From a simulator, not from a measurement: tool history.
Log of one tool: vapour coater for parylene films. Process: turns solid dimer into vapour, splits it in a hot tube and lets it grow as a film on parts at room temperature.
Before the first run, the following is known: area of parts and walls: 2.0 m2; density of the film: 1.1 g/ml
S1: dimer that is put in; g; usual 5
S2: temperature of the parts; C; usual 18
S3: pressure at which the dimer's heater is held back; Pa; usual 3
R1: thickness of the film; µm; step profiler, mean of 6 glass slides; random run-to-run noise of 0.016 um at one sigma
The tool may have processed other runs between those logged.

run 1 hour=0 | S1=5 S2=18 S3=3 | R1=1.36
run 2 hour=33.9 | S1=5 S2=18 S3=3 | R1=1.32
run 3 hour=66.9 | S1=5 S2=18 S3=3 | R1=1.36
run 4 hour=100.7 | S1=5 S2=18 S3=3 | R1=1.38
run 5 hour=134.8 | S1=5 S2=18 S3=3 | R1=1.35
run 6 hour=171.4 | S1=5 S2=18 S3=10.38 | R1=0.99
run 7 hour=196.7 | S1=5 S2=17 S3=10.38 | R1=1
run 8 hour=217.5 | S1=5 S2=17 S3=10.38 | R1=1.01
run 9 hour=252.8 | S1=5 S2=18 S3=3 | R1=1.32
run 10 hour=277.5 | S1=5 S2=18 S3=3 | R1=1.31
run 11 hour=296.9 | S1=5 S2=18 S3=2.38 | R1=1.41
run 12 hour=313.4 | S1=2 S2=18 S3=3 | R1=0.5
run 13 hour=348.6 | S1=2 S2=18 S3=3 | R1=0.51
run 14 hour=386.3 | S1=2 S2=18 S3=3 | R1=0.53
run 15 hour=421.2 | S1=5 S2=18 S3=3 | R1=1.3
run 16 hour=447.5 | S1=5 S2=18 S3=3 | R1=1.29
run 17 hour=485.6 | S1=5 S2=18 S3=3 | R1=1.32
run 18 hour=518.1 | S1=5 S2=18 S3=3 | R1=1.27
run 19 hour=549.7 | S1=5 S2=14 S3=7.11 | R1=1.13
run 20 hour=577.3 | S1=3 S2=16 S3=3 | R1=0.79
run 21 hour=616.5 | S1=6 S2=16 S3=3 | R1=1.6
run 22 hour=649.1 | S1=4 S2=16 S3=3 | R1=1.08
run 23 hour=679.2 | S1=2 S2=18 S3=5.32 | R1=0.44
run 24 hour=699.8 | S1=2 S2=18 S3=5.32 | R1=0.45
run 25 hour=719.6 | S1=2 S2=18 S3=5.32 | R1=0.44
run 26 hour=737.2 | S1=2 S2=12 S3=9.04 | R1=0.45
run 27 hour=771.5 | S1=5 S2=29 S3=10.52 | R1=0.75
run 28 hour=794 | S1=5 S2=29 S3=10.52 | R1=0.74
run 29 hour=825.3 | S1=5 S2=11 S3=11.18 | R1=1.04
run 30 hour=851.7 | S1=5 S2=11 S3=11.18 | R1=1.05
run 31 hour=873 | S1=5 S2=11 S3=11.18 | R1=1.05
run 32 hour=895.5 | S1=5 S2=11 S3=11.18 | R1=1.03
run 33 hour=920.2 | S1=2 S2=25 S3=3.33 | R1=0.43
run 34 hour=940.9 | S1=2 S2=13 S3=2.31 | R1=0.59
run 35 hour=965.9 | S1=4 S2=18 S3=3 | R1=0.99

Predict each of these 5 candidate next runs independently; none follows another, all start after run 35:
run A hour=998.6 | S1=3 S2=18 S3=3 | R1=?
run B hour=998.6 | S1=5 S2=28 S3=3 | R1=?
run C hour=998.6 | S1=7 S2=18 S3=3 | R1=?
run D hour=998.6 | S1=7 S2=27 S3=3 | R1=?
run E hour=998.6 | S1=4 S2=20 S3=2.14 | R1=?

run=A R1=0.73
run=B R1=1
run=C R1=1.75
run=D R1=1.45
run=E R1=1.03
Without the tool's unlogged condition, the same runs would have read:
run=A R1=0.81
run=B R1=1.1
run=C R1=1.92
run=D R1=1.6
run=E R1=1.13

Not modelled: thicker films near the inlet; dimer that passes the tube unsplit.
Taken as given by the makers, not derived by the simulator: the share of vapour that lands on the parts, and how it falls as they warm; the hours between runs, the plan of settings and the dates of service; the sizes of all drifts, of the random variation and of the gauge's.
